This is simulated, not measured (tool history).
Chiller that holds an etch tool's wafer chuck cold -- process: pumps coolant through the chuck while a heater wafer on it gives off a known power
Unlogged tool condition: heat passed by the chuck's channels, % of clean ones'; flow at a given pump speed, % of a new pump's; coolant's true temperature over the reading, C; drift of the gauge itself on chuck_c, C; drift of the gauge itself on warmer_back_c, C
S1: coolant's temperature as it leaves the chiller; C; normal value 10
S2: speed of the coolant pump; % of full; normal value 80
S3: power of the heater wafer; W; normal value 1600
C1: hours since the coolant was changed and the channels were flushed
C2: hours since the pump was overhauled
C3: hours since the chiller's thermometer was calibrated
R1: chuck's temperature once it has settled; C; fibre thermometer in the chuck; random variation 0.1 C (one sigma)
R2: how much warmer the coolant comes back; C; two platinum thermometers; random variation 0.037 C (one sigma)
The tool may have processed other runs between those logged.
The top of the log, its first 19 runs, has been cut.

{"run": 20, "hour": 589.5, "S1": 17, "S2": 80, "S3": 2356, "C1": 3109, "C2": 53, "C3": 407, "R1": 35.8, "R2": 10.78}
{"run": 21, "hour": 611.4, "S1": 10, "S2": 69, "S3": 1600, "C1": 3131, "C2": 75, "C3": 429, "R1": 23.9, "R2": 8.53}
{"run": 22, "hour": 649.8, "S1": 10, "S2": 69, "S3": 1600, "C1": 3169, "C2": 113, "C3": 467, "R1": 23.8, "R2": 8.44}
{"run": 23, "hour": 683.7, "S1": 10, "S2": 69, "S3": 863, "C1": 3203, "C2": 147, "C3": 501, "R1": 17.6, "R2": 4.64}
{"run": 24, "hour": 720.9, "S1": 1, "S2": 75, "S3": 1808, "C1": 3240, "C2": 184, "C3": 538, "R1": 15.9, "R2": 8.87}
{"run": 25, "hour": 758.2, "S1": 18, "S2": 80, "S3": 1600, "C1": 3277, "C2": 221, "C3": 576, "R1": 30.6, "R2": 7.3}
{"run": 26, "hour": 798.5, "S1": 18, "S2": 64, "S3": 2190, "C1": 3318, "C2": 262, "C3": 616, "R1": 38.3, "R2": 12.55}
{"run": 27, "hour": 835.4, "S1": 4, "S2": 78, "S3": 1221, "C1": 3355, "C2": 299, "C3": 653, "R1": 13.6, "R2": 5.78}
{"run": 28, "hour": 859.3, "S1": 4, "S2": 78, "S3": 1221, "C1": 3378, "C2": 323, "C3": 677, "R1": 13.8, "R2": 5.67}
{"run": 29, "hour": 899.4, "S1": 10, "S2": 75, "S3": 1600, "C1": 3419, "C2": 363, "C3": 717, "R1": 23.2, "R2": 7.84}
{"run": 30, "hour": 919.1, "S1": 13, "S2": 80, "S3": 1600, "C1": 3438, "C2": 382, "C3": 737, "R1": 25.9, "R2": 7.39}
{"run": 31, "hour": 960.4, "S1": 13, "S2": 80, "S3": 1600, "C1": 3480, "C2": 424, "C3": 778, "R1": 25.8, "R2": 7.39}
{"run": 32, "hour": 999.2, "S1": 13, "S2": 80, "S3": 1600, "C1": 3518, "C2": 462, "C3": 817, "R1": 25.9, "R2": 7.38}
{"run": 33, "hour": 1020.9, "S1": 16, "S2": 72, "S3": 1600, "C1": 3540, "C2": 484, "C3": 838, "R1": 29.6, "R2": 8.16}

Here are 3 independent what-if runs from the current tool condition. What would each one return?
{"run": "A", "hour": 1055.9, "S1": 7, "S2": 80, "S3": 1600, "C1": 3575, "C2": 519, "C3": 873, "R1": "?", "R2": "?"}
{"run": "B", "hour": 1055.9, "S1": 15, "S2": 76, "S3": 1619, "C1": 3575, "C2": 519, "C3": 873, "R1": "?", "R2": "?"}
{"run": "C", "hour": 1055.9, "S1": 16, "S2": 83, "S3": 893, "C1": 3575, "C2": 519, "C3": 873, "R1": "?", "R2": "?"}

run=A R1=19.8 R2=7.39
run=B R1=28.5 R2=7.76
run=C R1=22.8 R2=4.00
Had the tool no hidden state, the same runs would have come out as:
run=A R1=19.2 R2=7.27
run=B R1=27.9 R2=7.64
run=C R1=22.6 R2=3.94

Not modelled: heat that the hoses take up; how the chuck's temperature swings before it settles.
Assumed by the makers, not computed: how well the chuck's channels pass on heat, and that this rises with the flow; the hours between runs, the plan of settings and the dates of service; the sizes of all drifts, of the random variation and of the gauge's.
